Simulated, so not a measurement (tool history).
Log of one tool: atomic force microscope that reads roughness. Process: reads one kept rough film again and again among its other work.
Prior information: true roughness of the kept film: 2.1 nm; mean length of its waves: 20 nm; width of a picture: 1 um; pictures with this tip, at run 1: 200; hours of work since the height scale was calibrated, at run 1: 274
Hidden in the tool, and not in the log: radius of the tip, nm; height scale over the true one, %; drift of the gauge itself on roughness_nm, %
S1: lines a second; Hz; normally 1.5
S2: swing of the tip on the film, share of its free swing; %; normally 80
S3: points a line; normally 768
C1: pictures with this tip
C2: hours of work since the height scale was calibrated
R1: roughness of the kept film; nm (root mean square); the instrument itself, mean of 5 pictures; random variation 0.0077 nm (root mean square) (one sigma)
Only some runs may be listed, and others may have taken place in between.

run,hour,S1,S2,S3,C1,C2,R1
1,0,1.5,80,768,200,274,1.45
2,8.3,1.5,80,768,219,281,1.439
# hour 12.4: new tip fitted
3,13.8,1.5,80,768,3,285,1.609
4,19.7,1.5,80,479,17,289,1.584
5,28.9,1.5,80,479,39,297,1.569
6,34.2,1.5,80,479,51,301,1.558
7,39.8,1.5,80,479,65,305,1.544
8,48,1.5,80,479,84,312,1.529
9,56,1.17,80,768,103,318,1.547
10,61.8,1.17,80,768,117,323,1.553
# hour 63.4: height scale calibrated on a step standard
11,71.3,1.5,80,318,137,6,1.471
12,78.9,0.64,67,768,155,12,1.614
13,85.9,0.58,55,768,171,18,1.607
14,91.3,2.09,82,348,184,22,1.361
15,96.9,2.08,69,546,197,26,1.464
# hour 105.5: height scale calibrated on a step standard, once more
16,105.5,2.95,69,877,215,0,1.396
# hour 111.2: new tip fitted
17,114.1,0.61,59,722,7,6,1.761
18,118.2,0.61,59,722,16,10,1.758

What will run 19 give?
19,126.9,1.5,80,1017,37,16,?

{"run 19": {"R1": 1.592}}
With the hidden condition absent and the run-to-run variation left alone, this run would have shown R1 1.65 nm (root mean square).
